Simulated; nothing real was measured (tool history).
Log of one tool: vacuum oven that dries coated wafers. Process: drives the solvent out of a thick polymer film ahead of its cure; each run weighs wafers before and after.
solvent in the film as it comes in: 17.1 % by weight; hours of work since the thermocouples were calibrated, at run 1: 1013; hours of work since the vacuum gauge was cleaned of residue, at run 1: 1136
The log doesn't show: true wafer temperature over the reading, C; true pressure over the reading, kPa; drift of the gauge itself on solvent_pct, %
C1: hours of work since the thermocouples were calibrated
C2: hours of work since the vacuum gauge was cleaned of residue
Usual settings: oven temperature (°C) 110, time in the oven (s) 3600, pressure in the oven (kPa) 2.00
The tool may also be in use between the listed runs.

{"run": 1, "hour": 0.0, "oven temperature (°C)": 110, "time in the oven (s)": 3600, "pressure in the oven (kPa)": 2.0, "C1": 1013, "C2": 1136, "solvent left in the film (%)": 1.97}
{"run": 2, "hour": 23.9, "oven temperature (°C)": 110, "time in the oven (s)": 3600, "pressure in the oven (kPa)": 2.0, "C1": 1029, "C2": 1151, "solvent left in the film (%)": 1.94}
{"run": 3, "hour": 68.9, "oven temperature (°C)": 110, "time in the oven (s)": 3960, "pressure in the oven (kPa)": 2.0, "C1": 1058, "C2": 1181, "solvent left in the film (%)": 1.64}
{"run": 4, "hour": 112.1, "oven temperature (°C)": 110, "time in the oven (s)": 3960, "pressure in the oven (kPa)": 2.0, "C1": 1087, "C2": 1209, "solvent left in the film (%)": 1.62}
{"run": 5, "hour": 144.4, "oven temperature (°C)": 110, "time in the oven (s)": 3960, "pressure in the oven (kPa)": 2.0, "C1": 1108, "C2": 1231, "solvent left in the film (%)": 1.65}
{"run": 6, "hour": 172.9, "oven temperature (°C)": 110, "time in the oven (s)": 3960, "pressure in the oven (kPa)": 2.0, "C1": 1127, "C2": 1250, "solvent left in the film (%)": 1.64}
{"run": 7, "hour": 198.1, "oven temperature (°C)": 109, "time in the oven (s)": 3960, "pressure in the oven (kPa)": 2.0, "C1": 1144, "C2": 1266, "solvent left in the film (%)": 1.78}
{"run": 8, "hour": 246.3, "oven temperature (°C)": 110, "time in the oven (s)": 5280, "pressure in the oven (kPa)": 2.0, "C1": 1175, "C2": 1298, "solvent left in the film (%)": 0.96}
{"run": 9, "hour": 287.5, "oven temperature (°C)": 110, "time in the oven (s)": 5280, "pressure in the oven (kPa)": 2.0, "C1": 1203, "C2": 1325, "solvent left in the film (%)": 0.99}
{"run": 10, "hour": 320.3, "oven temperature (°C)": 110, "time in the oven (s)": 5280, "pressure in the oven (kPa)": 2.0, "C1": 1224, "C2": 1347, "solvent left in the film (%)": 1.01}
{"run": 11, "hour": 365.3, "oven temperature (°C)": 110, "time in the oven (s)": 5280, "pressure in the oven (kPa)": 2.0, "C1": 1254, "C2": 1377, "solvent left in the film (%)": 0.97}
{"run": 12, "hour": 412.1, "oven temperature (°C)": 110, "time in the oven (s)": 3600, "pressure in the oven (kPa)": 2.0, "C1": 1285, "C2": 1407, "solvent left in the film (%)": 1.9}
{"run": 13, "hour": 439.1, "oven temperature (°C)": 110, "time in the oven (s)": 3600, "pressure in the oven (kPa)": 2.0, "C1": 1303, "C2": 1425, "solvent left in the film (%)": 1.94}
{"run": 14, "hour": 471.0, "oven temperature (°C)": 116, "time in the oven (s)": 3600, "pressure in the oven (kPa)": 2.0, "C1": 1324, "C2": 1446, "solvent left in the film (%)": 1.22}
{"run": 15, "hour": 501.4, "oven temperature (°C)": 116, "time in the oven (s)": 3600, "pressure in the oven (kPa)": 2.0, "C1": 1344, "C2": 1466, "solvent left in the film (%)": 1.2}
{"run": 16, "hour": 548.2, "oven temperature (°C)": 116, "time in the oven (s)": 3600, "pressure in the oven (kPa)": 2.0, "C1": 1375, "C2": 1497, "solvent left in the film (%)": 1.25}
{"run": 17, "hour": 591.0, "oven temperature (°C)": 116, "time in the oven (s)": 3600, "pressure in the oven (kPa)": 2.0, "C1": 1403, "C2": 1525, "solvent left in the film (%)": 1.26}
{"run": 18, "hour": 621.3, "oven temperature (°C)": 116, "time in the oven (s)": 3600, "pressure in the oven (kPa)": 2.0, "C1": 1423, "C2": 1546, "solvent left in the film (%)": 1.27}
{"run": 19, "hour": 641.7, "oven temperature (°C)": 116, "time in the oven (s)": 3600, "pressure in the oven (kPa)": 2.0, "C1": 1436, "C2": 1559, "solvent left in the film (%)": 1.21}
{"run": 20, "hour": 683.2, "oven temperature (°C)": 110, "time in the oven (s)": 3600, "pressure in the oven (kPa)": 2.35, "C1": 1464, "C2": 1586, "solvent left in the film (%)": 1.96}
{"run": 21, "hour": 713.7, "oven temperature (°C)": 110, "time in the oven (s)": 3600, "pressure in the oven (kPa)": 2.35, "C1": 1484, "C2": 1606, "solvent left in the film (%)": 1.94}
{"run": 22, "hour": 744.6, "oven temperature (°C)": 110, "time in the oven (s)": 3600, "pressure in the oven (kPa)": 2.35, "C1": 1504, "C2": 1627, "solvent left in the film (%)": 1.88}
{"hour": 755.7, "done": "oven's thermocouples calibrated"}
{"run": 23, "hour": 769.5, "oven temperature (°C)": 110, "time in the oven (s)": 3600, "pressure in the oven (kPa)": 4.97, "C1": 9, "C2": 1642, "solvent left in the film (%)": 2.65}
{"run": 24, "hour": 797.0, "oven temperature (°C)": 110, "time in the oven (s)": 3600, "pressure in the oven (kPa)": 4.97, "C1": 27, "C2": 1660, "solvent left in the film (%)": 2.75}
{"run": 25, "hour": 822.8, "oven temperature (°C)": 110, "time in the oven (s)": 3060, "pressure in the oven (kPa)": 1.41, "C1": 44, "C2": 1677, "solvent left in the film (%)": 2.67}
{"run": 26, "hour": 862.0, "oven temperature (°C)": 110, "time in the oven (s)": 3060, "pressure in the oven (kPa)": 1.49, "C1": 70, "C2": 1703, "solvent left in the film (%)": 2.66}
{"run": 27, "hour": 901.8, "oven temperature (°C)": 110, "time in the oven (s)": 3600, "pressure in the oven (kPa)": 1.64, "C1": 96, "C2": 1729, "solvent left in the film (%)": 2.03}
{"run": 28, "hour": 946.0, "oven temperature (°C)": 109, "time in the oven (s)": 1980, "pressure in the oven (kPa)": 5.67, "C1": 126, "C2": 1758, "solvent left in the film (%)": 5.45}
{"run": 29, "hour": 976.3, "oven temperature (°C)": 107, "time in the oven (s)": 4500, "pressure in the oven (kPa)": 2.0, "C1": 146, "C2": 1778, "solvent left in the film (%)": 1.84}
{"run": 30, "hour": 1019.0, "oven temperature (°C)": 107, "time in the oven (s)": 4500, "pressure in the oven (kPa)": 2.0, "C1": 174, "C2": 1807, "solvent left in the film (%)": 1.83}
{"run": 31, "hour": 1048.0, "oven temperature (°C)": 110, "time in the oven (s)": 3240, "pressure in the oven (kPa)": 4.28, "C1": 193, "C2": 1826, "solvent left in the film (%)": 2.86}
{"run": 32, "hour": 1087.3, "oven temperature (°C)": 110, "time in the oven (s)": 3240, "pressure in the oven (kPa)": 4.28, "C1": 219, "C2": 1852, "solvent left in the film (%)": 2.91}
{"run": 33, "hour": 1115.8, "oven temperature (°C)": 110, "time in the oven (s)": 3240, "pressure in the oven (kPa)": 1.42, "C1": 238, "C2": 1870, "solvent left in the film (%)": 2.38}
{"run": 34, "hour": 1160.3, "oven temperature (°C)": 110, "time in the oven (s)": 3240, "pressure in the oven (kPa)": 1.42, "C1": 267, "C2": 1900, "solvent left in the film (%)": 2.39}
{"run": 35, "hour": 1191.0, "oven temperature (°C)": 97, "time in the oven (s)": 2520, "pressure in the oven (kPa)": 2.89, "C1": 287, "C2": 1920, "solvent left in the film (%)": 6.28}
{"run": 36, "hour": 1221.4, "oven temperature (°C)": 110, "time in the oven (s)": 2940, "pressure in the oven (kPa)": 1.51, "C1": 307, "C2": 1940, "solvent left in the film (%)": 2.75}
{"run": 37, "hour": 1248.4, "oven temperature (°C)": 110, "time in the oven (s)": 1920, "pressure in the oven (kPa)": 1.35, "C1": 325, "C2": 1958, "solvent left in the film (%)": 4.7}
{"run": 38, "hour": 1288.2, "oven temperature (°C)": 122, "time in the oven (s)": 1920, "pressure in the oven (kPa)": 1.35, "C1": 351, "C2": 1984, "solvent left in the film (%)": 2.64}
{"run": 39, "hour": 1328.1, "oven temperature (°C)": 118, "time in the oven (s)": 2280, "pressure in the oven (kPa)": 4.2, "C1": 378, "C2": 2011, "solvent left in the film (%)": 2.9}
{"run": 40, "hour": 1356.3, "oven temperature (°C)": 118, "time in the oven (s)": 2280, "pressure in the oven (kPa)": 4.2, "C1": 396, "C2": 2029, "solvent left in the film (%)": 2.91}
{"run": 41, "hour": 1390.5, "oven temperature (°C)": 110, "time in the oven (s)": 3600, "pressure in the oven (kPa)": 5.14, "C1": 419, "C2": 2052, "solvent left in the film (%)": 2.64}
{"run": 42, "hour": 1425.6, "oven temperature (°C)": 110, "time in the oven (s)": 3600, "pressure in the oven (kPa)": 4.55, "C1": 442, "C2": 2075, "solvent left in the film (%)": 2.56}
{"run": 43, "hour": 1453.6, "oven temperature (°C)": 119, "time in the oven (s)": 3480, "pressure in the oven (kPa)": 2.07, "C1": 461, "C2": 2093, "solvent left in the film (%)": 1.13}

Forecast run 44:
{"run": 44, "hour": 1483.9, "oven temperature (°C)": 121, "time in the oven (s)": 4020, "pressure in the oven (kPa)": 1.35, "C1": 481, "C2": 2113, "solvent left in the film (%)": "?"}

{"run 44": {"solvent left in the film (%)": 0.69}}
Without the tool's hidden state the same run would have given solvent left in the film (%) 0.62.

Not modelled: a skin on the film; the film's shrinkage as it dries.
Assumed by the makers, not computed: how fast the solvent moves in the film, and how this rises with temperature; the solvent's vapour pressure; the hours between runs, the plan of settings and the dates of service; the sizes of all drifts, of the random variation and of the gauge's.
